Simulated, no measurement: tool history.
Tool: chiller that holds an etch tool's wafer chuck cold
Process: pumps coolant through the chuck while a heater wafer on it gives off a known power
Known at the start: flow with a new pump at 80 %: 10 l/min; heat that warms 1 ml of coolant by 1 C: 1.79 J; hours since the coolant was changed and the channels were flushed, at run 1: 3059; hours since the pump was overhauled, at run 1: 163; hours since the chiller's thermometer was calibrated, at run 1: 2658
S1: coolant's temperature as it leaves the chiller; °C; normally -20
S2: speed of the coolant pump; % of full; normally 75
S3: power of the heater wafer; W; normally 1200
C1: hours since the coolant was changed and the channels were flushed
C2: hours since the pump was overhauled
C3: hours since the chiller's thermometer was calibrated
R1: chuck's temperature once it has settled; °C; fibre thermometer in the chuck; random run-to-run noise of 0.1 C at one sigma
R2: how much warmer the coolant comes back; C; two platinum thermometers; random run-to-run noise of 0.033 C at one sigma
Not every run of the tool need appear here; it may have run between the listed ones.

run 1 hour=0 | S1=-20 S2=75 S3=1200 | C1=3059 C2=163 C3=2658 | R1=-10 R2=4.29
run 2 hour=19.5 | S1=-20 S2=75 S3=893 | C1=3079 C2=182 C3=2678 | R1=-12.5 R2=3.13
run 3 hour=49.8 | S1=-20 S2=75 S3=1200 | C1=3109 C2=212 C3=2708 | R1=-9.7 R2=4.28
run 4 hour=75.4 | S1=-20 S2=75 S3=1200 | C1=3134 C2=238 C3=2734 | R1=-9.9 R2=4.29
run 5 hour=99.1 | S1=-20 S2=75 S3=1200 | C1=3158 C2=262 C3=2757 | R1=-9.9 R2=4.28
run 6 hour=125.2 | S1=-10 S2=75 S3=1200 | C1=3184 C2=288 C3=2783 | R1=0.2 R2=4.27
run 7 hour=160.1 | S1=-10 S2=75 S3=1200 | C1=3219 C2=323 C3=2818 | R1=0.3 R2=4.26
run 8 hour=194.8 | S1=-10 S2=75 S3=1200 | C1=3254 C2=357 C3=2853 | R1=0 R2=4.27
run 9 hour=227.5 | S1=-15 S2=75 S3=1200 | C1=3287 C2=390 C3=2886 | R1=-4.9 R2=4.31
run 10 hour=248.1 | S1=-15 S2=75 S3=1200 | C1=3307 C2=411 C3=2906 | R1=-5 R2=4.24
run 11 hour=271.3 | S1=-15 S2=75 S3=1200 | C1=3330 C2=434 C3=2929 | R1=-5 R2=4.32
run 12 hour=312.1 | S1=-20 S2=75 S3=1200 | C1=3371 C2=475 C3=2970 | R1=-9.8 R2=4.32
run 13 hour=339.6 | S1=-17 S2=75 S3=1200 | C1=3399 C2=502 C3=2998 | R1=-6.9 R2=4.27
run 14 hour=361.1 | S1=-20 S2=75 S3=1200 | C1=3420 C2=524 C3=3019 | R1=-9.9 R2=4.31
run 15 hour=390.4 | S1=-20 S2=75 S3=1200 | C1=3449 C2=553 C3=3049 | R1=-9.9 R2=4.25
run 16 hour=420.4 | S1=-23 S2=75 S3=1200 | C1=3480 C2=583 C3=3079 | R1=-12.9 R2=4.28
run 17 hour=448.8 | S1=-13 S2=68 S3=1200 | C1=3508 C2=611 C3=3107 | R1=-2.4 R2=4.79
run 18 hour=483.6 | S1=-13 S2=68 S3=1200 | C1=3543 C2=646 C3=3142 | R1=-2.1 R2=4.79
run 19 hour=503 | S1=-13 S2=68 S3=1200 | C1=3562 C2=666 C3=3161 | R1=-2.1 R2=4.73
-- hour=506.3 chiller's thermometer calibrated
run 20 hour=535.6 | S1=-13 S2=68 S3=1200 | C1=3594 C2=697 C3=29 | R1=-2.3 R2=4.76
run 21 hour=565.1 | S1=-25 S2=75 S3=1124 | C1=3623 C2=727 C3=59 | R1=-15.3 R2=3.99
-- hour=590.4 chiller's thermometer calibrated, once more
run 22 hour=594.7 | S1=-16 S2=88 S3=1300 | C1=3652 C2=755 C3=4 | R1=-6 R2=3.99
run 23 hour=626.9 | S1=-24 S2=96 S3=752 | C1=3684 C2=788 C3=37 | R1=-18.5 R2=2.14
run 24 hour=659.2 | S1=-14 S2=75 S3=838 | C1=3716 C2=820 C3=69 | R1=-6.8 R2=3.05
run 25 hour=686.1 | S1=-15 S2=75 S3=975 | C1=3743 C2=847 C3=96 | R1=-6.8 R2=3.5
run 26 hour=726.4 | S1=-15 S2=80 S3=1153 | C1=3784 C2=887 C3=136 | R1=-5.6 R2=3.94
run 27 hour=752.1 | S1=-15 S2=80 S3=1153 | C1=3809 C2=913 C3=162 | R1=-5.7 R2=3.92
run 28 hour=775.9 | S1=-15 S2=80 S3=1153 | C1=3833 C2=936 C3=185 | R1=-5.6 R2=3.92
run 29 hour=808.9 | S1=-20 S2=95 S3=823 | C1=3866 C2=970 C3=219 | R1=-13.7 R2=2.37
run 30 hour=850.1 | S1=-20 S2=74 S3=880 | C1=3907 C2=1011 C3=260 | R1=-12.4 R2=3.23
run 31 hour=869.2 | S1=-20 S2=77 S3=1694 | C1=3926 C2=1030 C3=279 | R1=-5.9 R2=5.96

Branching from run 31: 4 alternative next runs. What would each branch give?
run A hour=887.9 | S1=-20 S2=77 S3=679 | C1=3945 C2=1048 C3=297 | R1=? R2=?
run B hour=887.9 | S1=-11 S2=81 S3=814 | C1=3945 C2=1048 C3=297 | R1=? R2=?
run C hour=887.9 | S1=-19 S2=83 S3=1656 | C1=3945 C2=1048 C3=297 | R1=? R2=?
run D hour=887.9 | S1=-29 S2=75 S3=1200 | C1=3945 C2=1048 C3=297 | R1=? R2=?

run=A R1=-14.3 R2=2.37
run=B R1=-4.3 R2=2.67
run=C R1=-5.7 R2=5.39
run=D R1=-18.7 R2=4.28
With the hidden condition removed and each run's random variation left untouched, the same runs would have given:
run=A R1=-14.8 R2=2.34
run=B R1=-4.9 R2=2.64
run=C R1=-6.8 R2=5.31
run=D R1=-19.5 R2=4.22
